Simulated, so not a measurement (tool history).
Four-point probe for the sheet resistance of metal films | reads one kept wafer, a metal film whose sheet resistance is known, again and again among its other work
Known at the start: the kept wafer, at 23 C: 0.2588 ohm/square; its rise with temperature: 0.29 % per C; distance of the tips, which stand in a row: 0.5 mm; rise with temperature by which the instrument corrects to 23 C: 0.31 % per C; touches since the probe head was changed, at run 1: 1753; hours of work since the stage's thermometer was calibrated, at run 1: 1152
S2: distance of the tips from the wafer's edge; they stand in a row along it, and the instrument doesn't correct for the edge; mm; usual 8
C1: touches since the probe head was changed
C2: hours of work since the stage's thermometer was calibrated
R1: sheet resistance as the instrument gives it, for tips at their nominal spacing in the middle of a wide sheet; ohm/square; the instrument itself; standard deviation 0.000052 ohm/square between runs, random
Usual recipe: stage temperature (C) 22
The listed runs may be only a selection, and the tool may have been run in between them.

run 1 day=0 | stage_temperature_(C)=22 S2=8 | C1=1753 C2=1152 | R1=0.259387
run 2 day=0.988 | stage_temperature_(C)=22 S2=19 | C1=2444 C2=1163 | R1=0.25893
run 3 day=1.567 | stage_temperature_(C)=22 S2=19 | C1=2849 C2=1170 | R1=0.258857
run 4 day=2.379 | stage_temperature_(C)=22 S2=19 | C1=3417 C2=1179 | R1=0.25899
run 5 day=3.017 | stage_temperature_(C)=22 S2=19 | C1=3863 C2=1187 | R1=0.259
run 6 day=3.779 | stage_temperature_(C)=22 S2=19 | C1=4395 C2=1195 | R1=0.25893
run 7 day=4.362 | stage_temperature_(C)=22 S2=19 | C1=4804 C2=1202 | R1=0.258887
run 8 day=4.888 | stage_temperature_(C)=22 S2=20 | C1=5171 C2=1208 | R1=0.258972
run 9 day=5.308 | stage_temperature_(C)=22 S2=20 | C1=5465 C2=1213 | R1=0.258918
run 10 day=6.271 | stage_temperature_(C)=27 S2=8 | C1=6137 C2=1224 | R1=0.259158
run 11 day=7.067 | stage_temperature_(C)=27 S2=8 | C1=6696 C2=1233 | R1=0.259169
run 12 day=7.675 | stage_temperature_(C)=27 S2=8 | C1=7121 C2=1240 | R1=0.259165
run 13 day=8.308 | stage_temperature_(C)=27 S2=8 | C1=7563 C2=1247 | R1=0.259195
run 14 day=9.171 | stage_temperature_(C)=22 S2=8 | C1=8166 C2=1257 | R1=0.259416
run 15 day=10.008 | stage_temperature_(C)=22 S2=14 | C1=8751 C2=1267 | R1=0.259019
run 16 day=10.988 | stage_temperature_(C)=22 S2=14 | C1=9436 C2=1278 | R1=0.258997
run 17 day=11.483 | stage_temperature_(C)=22 S2=8 | C1=9784 C2=1283 | R1=0.259399
run 18 day=12.058 | stage_temperature_(C)=22 S2=8 | C1=10187 C2=1290 | R1=0.259408
run 19 day=12.612 | stage_temperature_(C)=22 S2=8 | C1=10572 C2=1296 | R1=0.259343
-- day=13.083 stage's thermometer calibrated
run 20 day=13.454 | stage_temperature_(C)=22 S2=8 | C1=11147 C2=4 | R1=0.25946
run 21 day=13.992 | stage_temperature_(C)=22 S2=8 | C1=11522 C2=10 | R1=0.259439
run 22 day=14.775 | stage_temperature_(C)=22 S2=8 | C1=12070 C2=19 | R1=0.259408
run 23 day=15.575 | stage_temperature_(C)=22 S2=8 | C1=12629 C2=28 | R1=0.259361

What will run 24 give?
run 24 day=16.533 | stage_temperature_(C)=32 S2=7 | C1=13300 C2=39 | R1=?

{"run 24": {"R1": 0.259087}}
If the tool had no hidden condition, the same run with the same run-to-run variation would have returned R1 0.259086 ohm/square.
